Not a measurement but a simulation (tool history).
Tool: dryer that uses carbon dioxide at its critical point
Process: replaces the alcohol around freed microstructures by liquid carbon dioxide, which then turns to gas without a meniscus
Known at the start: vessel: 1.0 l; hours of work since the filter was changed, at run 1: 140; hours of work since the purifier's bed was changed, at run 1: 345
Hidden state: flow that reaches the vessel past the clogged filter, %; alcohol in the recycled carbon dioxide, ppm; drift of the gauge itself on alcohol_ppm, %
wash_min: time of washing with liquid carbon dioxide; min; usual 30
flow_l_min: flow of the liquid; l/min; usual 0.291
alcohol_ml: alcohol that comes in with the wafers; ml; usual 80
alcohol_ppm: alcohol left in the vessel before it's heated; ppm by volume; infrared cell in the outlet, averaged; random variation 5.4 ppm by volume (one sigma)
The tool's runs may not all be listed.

run	day	wash_min	flow_l_min	alcohol_ml	hours of work since the filter was changed	hours of work since the purifier's bed was changed	alcohol_ppm
1	0	30	0.291	80	140	345	326
2	0.929	30	0.291	80	150	355	324
3	1.854	30	0.291	80	159	364	349
4	2.625	30	0.291	80	166	371	361
5	3.562	30	0.291	80	176	381	353
6	4.525	28	0.291	80	185	390	472
7	5.571	30	0.291	80	196	400	388
8	6.271	30	0.291	80	202	407	393
9	6.796	30	0.247	80	208	413	723
10	7.821	30	0.247	80	218	423	752
11	8.779	30	0.247	80	227	432	752
12	9.771	30	0.41	80	237	442	176
13	10.55	30	0.291	80	245	450	438
14	11.583	30	0.291	80	255	460	429
15	12.6	41	0.375	45	265	470	165
16	13.112	48	0.214	24	270	475	194
17	13.75	48	0.214	24	276	481	187
18	14.721	18	0.287	46	286	491	1811
19	15.45	22	0.438	42	293	498	274
20	16.083	22	0.438	42	299	504	273
21	16.883	26	0.291	21	307	512	351
22	17.692	37	0.385	30	315	520	174
23	18.204	37	0.385	30	320	525	187

Forecast run 24:
24	18.692	37	0.361	81	325	530	?

alcohol_ppm: 208 ppm by volume
Without the tool's hidden state the same run would have given alcohol_ppm 10 ppm by volume.

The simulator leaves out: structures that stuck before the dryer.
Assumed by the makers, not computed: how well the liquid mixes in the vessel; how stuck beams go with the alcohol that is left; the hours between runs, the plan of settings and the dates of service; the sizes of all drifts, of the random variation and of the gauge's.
